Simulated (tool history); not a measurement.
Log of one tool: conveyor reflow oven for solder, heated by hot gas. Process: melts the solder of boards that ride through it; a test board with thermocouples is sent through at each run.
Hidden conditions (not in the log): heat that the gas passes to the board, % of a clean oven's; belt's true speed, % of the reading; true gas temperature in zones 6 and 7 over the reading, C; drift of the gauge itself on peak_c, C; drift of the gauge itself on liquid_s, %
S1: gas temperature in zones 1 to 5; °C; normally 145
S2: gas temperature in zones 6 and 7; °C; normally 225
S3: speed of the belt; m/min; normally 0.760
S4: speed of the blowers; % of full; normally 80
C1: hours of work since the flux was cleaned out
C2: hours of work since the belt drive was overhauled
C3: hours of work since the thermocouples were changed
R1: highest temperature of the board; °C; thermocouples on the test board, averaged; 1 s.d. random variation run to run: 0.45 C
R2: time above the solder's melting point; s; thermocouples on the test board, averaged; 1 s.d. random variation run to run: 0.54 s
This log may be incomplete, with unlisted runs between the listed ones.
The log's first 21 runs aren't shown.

At hour 220.5: flux residue cleaned out of gas plates and filters.
Run 22, hour 229.2: usual settings but S1 139 °C, S3 0.669 m/min; C1 6; C2 142; C3 202. Result: R1 213.6 °C, R2 45.8 s.
Run 23, hour 236.0: usual settings but S2 221 °C, S3 0.620 m/min, S4 84 % of full; C1 11; C2 147; C3 207. Result: R1 212.9 °C, R2 50.8 s.
Run 24, hour 243.1: usual settings but S2 221 °C, S3 0.620 m/min, S4 84 % of full; C1 17; C2 153; C3 212. Result: R1 212.6 °C, R2 52.9 s.
Run 25, hour 253.6: usual settings but S1 132 °C, S2 235 °C, S3 0.620 m/min, S4 84 % of full; C1 24; C2 160; C3 220. Result: R1 224.4 °C, R2 54.1 s.
Run 26, hour 263.0: usual settings but S1 157 °C, S3 0.724 m/min; C1 31; C2 167; C3 227. Result: R1 213.9 °C, R2 48.1 s.
Run 27, hour 272.6: usual settings but S1 134 °C, S2 236 °C, S3 0.680 m/min, S4 56 % of full; C1 38; C2 174; C3 234. Result: R1 214.7 °C, R2 41.6 s.
Run 28, hour 283.1: usual settings but S1 136 °C, S2 221 °C, S3 0.855 m/min, S4 81 % of full; C1 46; C2 182; C3 242. Result: R1 202.2 °C, R2 25.3 s.
At hour 297.3: flux residue cleaned out of gas plates and filters, once more.
Run 29, hour 297.7: usual settings but S1 139 °C, S2 231 °C, S3 0.845 m/min, S4 54 % of full; C1 0; C2 189; C3 249. Result: R1 202.3 °C, R2 25.1 s.
Run 30, hour 308.7: usual settings but S1 139 °C, S2 231 °C, S3 0.845 m/min, S4 54 % of full; C1 8; C2 197; C3 257. Result: R1 202.9 °C, R2 25.5 s.
Run 31, hour 315.8: usual settings but S1 139 °C, S2 231 °C, S3 0.845 m/min, S4 54 % of full; C1 14; C2 202; C3 262. Result: R1 202.2 °C, R2 25.8 s.
Run 32, hour 325.0: usual settings but S1 131 °C, S4 63 % of full; C1 20; C2 209; C3 269. Result: R1 203.2 °C, R2 29.7 s.

Branching from run 32: 3 alternative next runs. What would each branch give?
Run A, hour 331.7: usual settings but S3 0.887 m/min; C1 25; C2 214; C3 274. Result: R1 ?, R2 ?.
Run B, hour 331.7: usual settings but S1 137 °C, S2 233 °C; C1 25; C2 214; C3 274. Result: R1 ?, R2 ?.
Run C, hour 331.7: usual settings but S4 77 % of full; C1 25; C2 214; C3 274. Result: R1 ?, R2 ?.

run     R1    R2
  A  207.7  30.2
  B  216.5  40.3
  C  210.7  39.6
With the hidden condition removed and each run's random variation left untouched, the same runs would have given:
run     R1    R2
  A  208.5  30.7
  B  217.4  40.7
  C  211.6  40.1

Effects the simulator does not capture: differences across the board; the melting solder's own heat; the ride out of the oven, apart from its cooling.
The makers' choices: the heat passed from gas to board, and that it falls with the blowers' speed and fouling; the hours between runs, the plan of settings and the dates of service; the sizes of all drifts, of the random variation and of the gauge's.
